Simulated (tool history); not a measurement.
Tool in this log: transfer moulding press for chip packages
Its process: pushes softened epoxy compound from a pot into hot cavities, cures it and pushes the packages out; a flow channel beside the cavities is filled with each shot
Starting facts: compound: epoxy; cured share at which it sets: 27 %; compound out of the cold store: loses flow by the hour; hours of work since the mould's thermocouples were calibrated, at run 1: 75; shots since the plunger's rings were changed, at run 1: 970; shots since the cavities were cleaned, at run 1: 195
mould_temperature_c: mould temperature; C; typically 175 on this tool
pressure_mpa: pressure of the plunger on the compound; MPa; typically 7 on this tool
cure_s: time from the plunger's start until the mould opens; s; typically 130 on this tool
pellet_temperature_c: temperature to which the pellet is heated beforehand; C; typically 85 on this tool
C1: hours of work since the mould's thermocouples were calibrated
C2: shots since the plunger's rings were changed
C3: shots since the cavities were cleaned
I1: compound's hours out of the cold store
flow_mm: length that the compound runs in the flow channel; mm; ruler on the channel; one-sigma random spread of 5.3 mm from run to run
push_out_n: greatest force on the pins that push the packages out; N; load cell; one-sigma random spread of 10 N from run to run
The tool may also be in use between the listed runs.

Run 1, hour 0: usual settings; C1 75; C2 970; C3 195; I1 20.4. Result: flow_mm 947 mm, push_out_n 676 N.
Run 2, hour 23.8: usual settings; C1 86; C2 1129; C3 354; I1 9.6. Result: flow_mm 990 mm, push_out_n 817 N.
Run 3, hour 42.1: usual settings but cure_s 110 s; C1 94; C2 1252; C3 477; I1 14.1. Result: flow_mm 972 mm, push_out_n 1181 N.
Run 4, hour 64.2: usual settings but cure_s 110 s; C1 104; C2 1400; C3 625; I1 35.2. Result: flow_mm 869 mm, push_out_n 1185 N.
Run 5, hour 84.3: usual settings but cure_s 110 s; C1 113; C2 1535; C3 760; I1 10.8. Result: flow_mm 989 mm, push_out_n 1307 N.
At hour 102.1: cavities cleaned with cleaning compound and waxed.
Run 6, hour 103.4: usual settings; C1 120; C2 1652; C3 8; I1 41.4. Result: flow_mm 841 mm, push_out_n 447 N.
Run 7, hour 116.8: usual settings but cure_s 123 s; C1 126; C2 1743; C3 99; I1 41.9. Result: flow_mm 836 mm, push_out_n 608 N.
Run 8, hour 144.3: usual settings but cure_s 123 s; C1 139; C2 1926; C3 282; I1 16.1. Result: flow_mm 947 mm, push_out_n 828 N.
Run 9, hour 159.1: usual settings but cure_s 123 s; C1 145; C2 2025; C3 381; I1 24.7. Result: flow_mm 904 mm, push_out_n 864 N.
Run 10, hour 177.4: usual settings but cure_s 123 s, pellet_temperature_c 79 C; C1 153; C2 2148; C3 504; I1 19.5. Result: flow_mm 924 mm, push_out_n 889 N.
Run 11, hour 188.9: usual settings but cure_s 123 s, pellet_temperature_c 79 C; C1 159; C2 2226; C3 582; I1 13.2. Result: flow_mm 952 mm, push_out_n 973 N.
Run 12, hour 215.2: usual settings but cure_s 123 s, pellet_temperature_c 79 C; C1 170; C2 2401; C3 757; I1 10.2. Result: flow_mm 962 mm, push_out_n 1028 N.
At hour 232.7: cavities cleaned with cleaning compound and waxed.
Run 13, hour 244.3: usual settings but cure_s 123 s, pellet_temperature_c 79 C; C1 183; C2 2587; C3 78; I1 11.9. Result: flow_mm 956 mm, push_out_n 630 N.
Run 14, hour 266.9: usual settings but cure_s 123 s, pellet_temperature_c 79 C; C1 193; C2 2738; C3 229; I1 14.1. Result: flow_mm 936 mm, push_out_n 782 N.
Run 15, hour 290.8: usual settings but mould_temperature_c 172 C, pressure_mpa 5.82 MPa, cure_s 123 s, pellet_temperature_c 77 C; C1 203; C2 2898; C3 389; I1 41. Result: flow_mm 752 mm, push_out_n 1037 N.
Run 16, hour 304: usual settings but pellet_temperature_c 87 C; C1 209; C2 2987; C3 478; I1 9.9. Result: flow_mm 948 mm, push_out_n 811 N.
Run 17, hour 328.7: usual settings but pressure_mpa 7.01 MPa, cure_s 143 s, pellet_temperature_c 87 C; C1 220; C2 3152; C3 643; I1 47. Result: flow_mm 797 mm, push_out_n 748 N.
Run 18, hour 356.6: usual settings but pressure_mpa 7.01 MPa, cure_s 143 s, pellet_temperature_c 87 C; C1 233; C2 3339; C3 830; I1 30.3. Result: flow_mm 852 mm, push_out_n 777 N.
At hour 364.4: cavities cleaned with cleaning compound and waxed.
Run 19, hour 378.6: usual settings but pressure_mpa 7.01 MPa, cure_s 143 s, pellet_temperature_c 87 C; C1 242; C2 3476; C3 95; I1 17.4. Result: flow_mm 903 mm, push_out_n 511 N.
At hour 395.1: plunger's sealing rings changed.
Run 20, hour 398.5: usual settings but mould_temperature_c 181 C, pressure_mpa 5.21 MPa, cure_s 129 s, pellet_temperature_c 87 C; C1 250; C2 23; C3 212; I1 33.3. Result: flow_mm 764 mm, push_out_n 553 N.

Estimate the outcome of run 21 from the log above:
Run 21, hour 426.4: usual settings but mould_temperature_c 171 C, pressure_mpa 7.51 MPa, cure_s 129 s; C1 262; C2 210; C3 399; I1 40.5. Result: flow_mm ?, push_out_n ?.

flow_mm: 918 mm
push_out_n: 983 N
Minus the tool's unlogged condition, the same run would have read flow_mm 926 mm, push_out_n 603 N.
